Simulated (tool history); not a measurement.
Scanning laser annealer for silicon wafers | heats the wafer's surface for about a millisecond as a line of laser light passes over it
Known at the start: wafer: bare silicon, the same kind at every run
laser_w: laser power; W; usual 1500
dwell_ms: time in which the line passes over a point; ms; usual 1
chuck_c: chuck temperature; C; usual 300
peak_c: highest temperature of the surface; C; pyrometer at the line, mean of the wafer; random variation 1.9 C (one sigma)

run,day,laser_w,dwell_ms,chuck_c,peak_c
1,0,1500,1,300,1080
# day 0.533: window over the wafer cleaned
2,1.517,1500,1,300,1118
3,4.121,1500,0.8,300,1034
4,6.729,1381,0.8,300,978
5,8.638,1625,0.8,300,1082
6,10.117,1500,1.14,300,1156
7,11.762,1500,1.14,300,1159
8,14.475,1500,1,300,1097
9,16.571,1500,1,300,1100
10,18.654,1500,0.84,300,1030
11,20.988,1566,0.9,283,1068
# day 22.812: optics aligned, line set to its width
12,23.583,1280,0.71,283,874
13,24.917,1280,0.71,283,874
14,26.096,1523,0.74,300,1012
15,28.492,1523,0.74,309,1013
16,30.558,1523,0.74,309,1014
17,32.538,1560,1,284,1105

Measured less the same run without the tool's hidden state. The same run-to-run variation is in both; the gauge's scatter may not be:
The hidden state here: light that passes the window, % of a clean one's; laser's true power over the reading, %; width of the line over the set one, %; drift of the gauge itself on peak_c, C.
run,peak_c
1,-51
2,-16
3,-17
4,-18
5,-24
6,-28
7,-30
8,-32
9,-34
10,-34
11,-40
12,-18
13,-19
14,-24
15,-27
16,-30
17,-37
